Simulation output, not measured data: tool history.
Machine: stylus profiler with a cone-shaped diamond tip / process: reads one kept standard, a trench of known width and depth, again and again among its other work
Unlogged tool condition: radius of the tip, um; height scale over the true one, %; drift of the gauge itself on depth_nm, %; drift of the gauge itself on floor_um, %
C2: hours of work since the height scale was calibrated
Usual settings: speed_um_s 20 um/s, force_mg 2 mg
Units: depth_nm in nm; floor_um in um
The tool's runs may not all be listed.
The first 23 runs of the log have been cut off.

run 24 hour=1383.8 | speed_um_s=32 force_mg=2 | scans_with_this_tip=5116 C2=799 | depth_nm=1012.1 floor_um=94.71
run 25 hour=1436.7 | speed_um_s=29 force_mg=2 | scans_with_this_tip=5311 C2=829 | depth_nm=1012.16 floor_um=94.68
run 26 hour=1492.9 | speed_um_s=44 force_mg=0.67 | scans_with_this_tip=5517 C2=862 | depth_nm=1006.7 floor_um=94.45
run 27 hour=1539.7 | speed_um_s=44 force_mg=0.67 | scans_with_this_tip=5688 C2=888 | depth_nm=1006.63 floor_um=94.41
run 28 hour=1573.6 | speed_um_s=38 force_mg=3.63 | scans_with_this_tip=5813 C2=908 | depth_nm=1017.88 floor_um=94.63
run 29 hour=1630.7 | speed_um_s=38 force_mg=3.63 | scans_with_this_tip=6022 C2=941 | depth_nm=1017.62 floor_um=94.6
-- hour=1702.9 height scale calibrated on a step standard
run 30 hour=1710.3 | speed_um_s=9 force_mg=5.03 | scans_with_this_tip=6312 C2=4 | depth_nm=1019.78 floor_um=94.61
run 31 hour=1761.1 | speed_um_s=13 force_mg=5.97 | scans_with_this_tip=6498 C2=33 | depth_nm=1022.2 floor_um=94.56
run 32 hour=1841.9 | speed_um_s=13 force_mg=0.88 | scans_with_this_tip=6795 C2=80 | depth_nm=1006.49 floor_um=94.47
run 33 hour=1904.3 | speed_um_s=41 force_mg=3.54 | scans_with_this_tip=7024 C2=115 | depth_nm=1015.97 floor_um=94.35
run 34 hour=1969.1 | speed_um_s=6 force_mg=1.39 | scans_with_this_tip=7261 C2=153 | depth_nm=1008.74 floor_um=94.43
run 35 hour=2013.4 | speed_um_s=23 force_mg=0.78 | scans_with_this_tip=7424 C2=178 | depth_nm=1005.9 floor_um=94.32
run 36 hour=2048.7 | speed_um_s=20 force_mg=1.17 | scans_with_this_tip=7553 C2=198 | depth_nm=1007.87 floor_um=94.24
run 37 hour=2094.1 | speed_um_s=20 force_mg=1.17 | scans_with_this_tip=7719 C2=224 | depth_nm=1008.1 floor_um=94.26
run 38 hour=2168.6 | speed_um_s=12 force_mg=2 | scans_with_this_tip=7993 C2=267 | depth_nm=1011.26 floor_um=94.28
run 39 hour=2248.2 | speed_um_s=12 force_mg=2 | scans_with_this_tip=8284 C2=312 | depth_nm=1011.43 floor_um=94.29
run 40 hour=2294.9 | speed_um_s=12 force_mg=2 | scans_with_this_tip=8456 C2=339 | depth_nm=1011.31 floor_um=94.17
run 41 hour=2352 | speed_um_s=46 force_mg=3.78 | scans_with_this_tip=8665 C2=372 | depth_nm=1017.16 floor_um=94.1
run 42 hour=2403.9 | speed_um_s=23 force_mg=0.95 | scans_with_this_tip=8855 C2=401 | depth_nm=1007.05 floor_um=94.08
run 43 hour=2463 | speed_um_s=20 force_mg=4.21 | scans_with_this_tip=9072 C2=435 | depth_nm=1018.35 floor_um=94.13
run 44 hour=2518.4 | speed_um_s=20 force_mg=4.21 | scans_with_this_tip=9275 C2=467 | depth_nm=1018.55 floor_um=94.02
run 45 hour=2558.4 | speed_um_s=20 force_mg=4.21 | scans_with_this_tip=9422 C2=490 | depth_nm=1018.73 floor_um=94.01

Forecast each of these 3 alternatives for the next run:
run A hour=2612.4 | speed_um_s=18 force_mg=0.7 | scans_with_this_tip=9620 C2=521 | depth_nm=? floor_um=?
run B hour=2612.4 | speed_um_s=6 force_mg=2.24 | scans_with_this_tip=9620 C2=521 | depth_nm=? floor_um=?
run C hour=2612.4 | speed_um_s=7 force_mg=1.73 | scans_with_this_tip=9620 C2=521 | depth_nm=? floor_um=?

run=A depth_nm=1006.2 floor_um=93.9
run=B depth_nm=1012.74 floor_um=94.08
run=C depth_nm=1010.78 floor_um=94.1
Without the tool's hidden state the same runs would have given:
run=A depth_nm=1005.1 floor_um=95.82
run=B depth_nm=1011.63 floor_um=96
run=C depth_nm=1009.67 floor_um=96.02
